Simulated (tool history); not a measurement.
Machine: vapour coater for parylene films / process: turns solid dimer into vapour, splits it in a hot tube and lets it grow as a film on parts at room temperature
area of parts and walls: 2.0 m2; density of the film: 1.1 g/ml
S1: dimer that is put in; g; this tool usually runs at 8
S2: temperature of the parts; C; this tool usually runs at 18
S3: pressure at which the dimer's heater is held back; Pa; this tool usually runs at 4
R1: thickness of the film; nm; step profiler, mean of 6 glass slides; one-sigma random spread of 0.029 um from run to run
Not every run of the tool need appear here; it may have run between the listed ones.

Run 1, hour 0: usual settings. Result: R1 2460 nm.
Run 2, hour 61.3: usual settings. Result: R1 2400 nm.
Run 3, hour 111.9: usual settings but S2 20 C. Result: R1 2230 nm.
At hour 119.9: trap's valve overhauled.
Run 4, hour 166.3: usual settings but S2 20 C. Result: R1 2350 nm.
Run 5, hour 200.9: usual settings but S2 20 C. Result: R1 2280 nm.
Run 6, hour 243.9: usual settings but S1 6 g, S2 20 C. Result: R1 1700 nm.
Run 7, hour 298.9: usual settings but S1 6 g, S2 20 C. Result: R1 1620 nm.
At hour 381.7: trap's valve overhauled.
Run 8, hour 382.6: usual settings but S1 4 g. Result: R1 1260 nm.
Run 9, hour 452.9: usual settings but S1 4 g. Result: R1 1270 nm.
Run 10, hour 491.5: usual settings. Result: R1 2470 nm.
Run 11, hour 544.1: usual settings. Result: R1 2430 nm.
Run 12, hour 580.8: usual settings. Result: R1 2390 nm.
At hour 642.8: trap's valve overhauled.
Run 13, hour 659.7: usual settings. Result: R1 2540 nm.
Run 14, hour 699: usual settings but S1 5 g. Result: R1 1540 nm.
Run 15, hour 757.1: usual settings but S1 5 g. Result: R1 1550 nm.
Run 16, hour 836.6: usual settings but S1 5 g. Result: R1 1540 nm.
At hour 904: trap's valve overhauled.
Run 17, hour 912.1: usual settings but S1 5 g. Result: R1 1640 nm.
Run 18, hour 960.8: usual settings. Result: R1 2560 nm.
Run 19, hour 994: usual settings but S3 7.77 Pa. Result: R1 2170 nm.
Run 20, hour 1028.9: usual settings. Result: R1 2500 nm.
Run 21, hour 1089.3: usual settings. Result: R1 2500 nm.
Run 22, hour 1152: usual settings. Result: R1 2380 nm.
At hour 1167.1: trap's valve overhauled.
Run 23, hour 1195.8: usual settings. Result: R1 2570 nm.
Run 24, hour 1261: usual settings. Result: R1 2600 nm.
At hour 1269.5: table's thermometer calibrated.
Run 25, hour 1306.6: usual settings but S1 10 g, S2 19 C, S3 5.77 Pa. Result: R1 2700 nm.
Run 26, hour 1358.8: usual settings but S1 10 g, S2 19 C, S3 5.77 Pa. Result: R1 2610 nm.
At hour 1430.9: trap's valve overhauled.
Run 27, hour 1430.9: usual settings but S1 10 g, S2 23 C. Result: R1 2630 nm.
Run 28, hour 1493.7: usual settings but S1 10 g, S2 12 C, S3 11.04 Pa. Result: R1 3250 nm.
Run 29, hour 1528.6: usual settings but S1 10 g, S2 21 C, S3 3.39 Pa. Result: R1 2830 nm.
Run 30, hour 1588.3: usual settings but S1 5 g, S2 19 C, S3 8.31 Pa. Result: R1 1250 nm.
Run 31, hour 1659.7: usual settings but S2 16 C, S3 7.75 Pa. Result: R1 2220 nm.
At hour 1694.2: trap's valve overhauled.
Run 32, hour 1737.3: usual settings but S1 3 g, S2 25 C, S3 9.55 Pa. Result: R1 570 nm.
Run 33, hour 1773.5: usual settings but S3 2.28 Pa. Result: R1 2880 nm.
Run 34, hour 1835.3: usual settings but S1 5 g, S3 2.28 Pa. Result: R1 1800 nm.
Run 35, hour 1882.4: usual settings but S1 5 g, S3 2.28 Pa. Result: R1 1710 nm.
Run 36, hour 1915.6: usual settings but S1 6 g, S2 13 C, S3 8.8 Pa. Result: R1 1870 nm.
At hour 1960.6: trap's valve overhauled.
Run 37, hour 1973.4: usual settings but S1 3 g, S2 20 C. Result: R1 900 nm.
Run 38, hour 2015.9: usual settings but S1 3 g, S2 20 C. Result: R1 860 nm.
Run 39, hour 2056.6: usual settings but S1 3 g, S2 19 C, S3 5.21 Pa. Result: R1 840 nm.
Run 40, hour 2109.1: usual settings but S1 3 g, S2 19 C, S3 5.21 Pa. Result: R1 840 nm.
Run 41, hour 2168.8: usual settings but S2 10 C. Result: R1 3260 nm.
Run 42, hour 2205.4: usual settings but S1 13 g. Result: R1 3840 nm.
At hour 2222.8: trap's valve overhauled.
Run 43, hour 2269.5: usual settings but S1 5 g, S2 16 C, S3 2.96 Pa. Result: R1 1930 nm.
Run 44, hour 2318.5: usual settings but S1 5 g, S3 6.21 Pa. Result: R1 1410 nm.

Each row is a separate what-if for the run after 44, all from the same tool condition, not one after another. Results?
Run A, hour 2399.7: usual settings but S1 5 g, S2 14 C, S3 6.21 Pa. Result: R1 ?.
Run B, hour 2399.7: usual settings but S1 4 g, S3 6.21 Pa. Result: R1 ?.
Run C, hour 2399.7: usual settings but S1 3 g, S3 7.17 Pa. Result: R1 ?.
Run D, hour 2399.7: usual settings but S1 6 g, S2 22 C, S3 3.29 Pa. Result: R1 ?.
Run E, hour 2399.7: usual settings but S1 3 g, S3 6.21 Pa. Result: R1 ?.

run    R1
  A  1660
  B  1090
  C   820
  D  1600
  E   850
Stripped of hidden state, with their random variation kept, the same runs would have yielded:
run    R1
  A  1740
  B  1140
  C   850
  D  1670
  E   890
